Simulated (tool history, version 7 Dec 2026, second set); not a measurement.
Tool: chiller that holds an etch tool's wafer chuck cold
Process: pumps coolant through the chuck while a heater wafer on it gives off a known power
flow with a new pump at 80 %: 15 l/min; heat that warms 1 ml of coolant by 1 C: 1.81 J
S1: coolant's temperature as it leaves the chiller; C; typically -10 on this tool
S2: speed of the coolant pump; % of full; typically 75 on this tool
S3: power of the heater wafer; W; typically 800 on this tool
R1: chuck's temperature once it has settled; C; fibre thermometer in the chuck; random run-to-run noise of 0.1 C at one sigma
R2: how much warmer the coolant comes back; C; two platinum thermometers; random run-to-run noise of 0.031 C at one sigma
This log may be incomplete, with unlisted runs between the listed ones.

run    hour   S1  S2    S3     R1    R2
  1       0  -10  75   800   -4.9  1.89
  2    79.9  -10  75   800   -5.2   1.9
  3   205.7  -10  75   800   -5.1  1.93
  4     281  -10  75   800   -4.9  1.94
  5   364.7  -10  75   800   -5.1  1.93
      402.4  -- chiller's thermometer calibrated
  6   515.2   -2  75   800    2.9  1.99
  7   594.4   -2  75   800    3.1  1.99
  8   681.3   -2  75   800    2.9     2
  9   791.7   -3  75   800      2  1.97
 10   888.5  -10  75   834   -4.7   2.1
 11  1011.2  -10  75   759   -5.1  2.01
     1167.6  -- coolant pump overhauled
 12  1186.1  -10  75   759   -5.2  1.92
 13  1347.6  -10  75   759   -5.2  1.99
 14  1464.3  -10  75   759   -5.5  2.05
 15  1536.7  -10  75   800     -5  2.14
 16    1617  -10  75   971     -4  2.58
 17  1700.1  -10  75   487     -7  1.46
     1790.9  -- gauge calibrated
 18  1860.9  -10  75   487     -7  1.13
 19  1955.5   -7  67  1080    0.3  2.86
 20  2112.5   -6  76  1197    1.4  2.85
 21    2215   -6  76   744   -1.5  1.81
 22  2338.6  -13  62   744   -7.4  2.25
       2451  -- chiller's thermometer calibrated
 23    2466  -10  94   718   -6.3  1.45
 24  2633.5  -10  62   800   -4.2  2.41
 25  2745.3  -19  63   819  -13.1  2.44
     2892.5  -- coolant changed, channels flushed
 26  2898.1  -19  77   603  -15.2  1.55
 27  3062.2   -4  76  1047    2.4  2.66
 28  3205.7   -4  76   610   -0.2  1.67
 29  3347.8  -10  61   860   -3.5  2.74
 30  3496.6   -1  85   675    2.8  1.69
 31  3589.3  -10  99   459   -7.6  1.14
     3706.7  -- gauge calibrated
 32  3708.8   -8  99   459   -5.7  0.83

A few steps of R2 between consecutive runs. Split each: what settings, incoming material and random variation would produce without the hidden state, and what is left over for the hidden state, along with gauge scatter present in only one of the two compared results (measured, and without hidden state):
Unlogged tool condition in this case: heat passed by the chuck's channels, % of clean ones'; flow at a given pump speed, % of a new pump's; coolant's true temperature over the reading, C; drift of the gauge itself on chuck_c, C; drift of the gauge itself on warmer_back_c, C.
Run 16 -> 17: S3 971 -> 487. R2 -1.12 C: hidden state +0.02, all else -1.14.
Run 17 -> 18: gauge calibrated. R2 -0.33 C: hidden state -0.26, all else -0.07.
Run 18 -> 19: S1 -10 -> -7, S2 75 -> 67, S3 487 -> 1080. R2 +1.73 C: hidden state +0.01, all else +1.72.
Run 26 -> 27: S1 -19 -> -4, S2 77 -> 76, S3 603 -> 1047. R2 +1.11 C: hidden state +0.04, all else +1.07.
Run 31 -> 32: S1 -10 -> -8, gauge calibrated. R2 -0.31 C: hidden state -0.29, all else -0.02.

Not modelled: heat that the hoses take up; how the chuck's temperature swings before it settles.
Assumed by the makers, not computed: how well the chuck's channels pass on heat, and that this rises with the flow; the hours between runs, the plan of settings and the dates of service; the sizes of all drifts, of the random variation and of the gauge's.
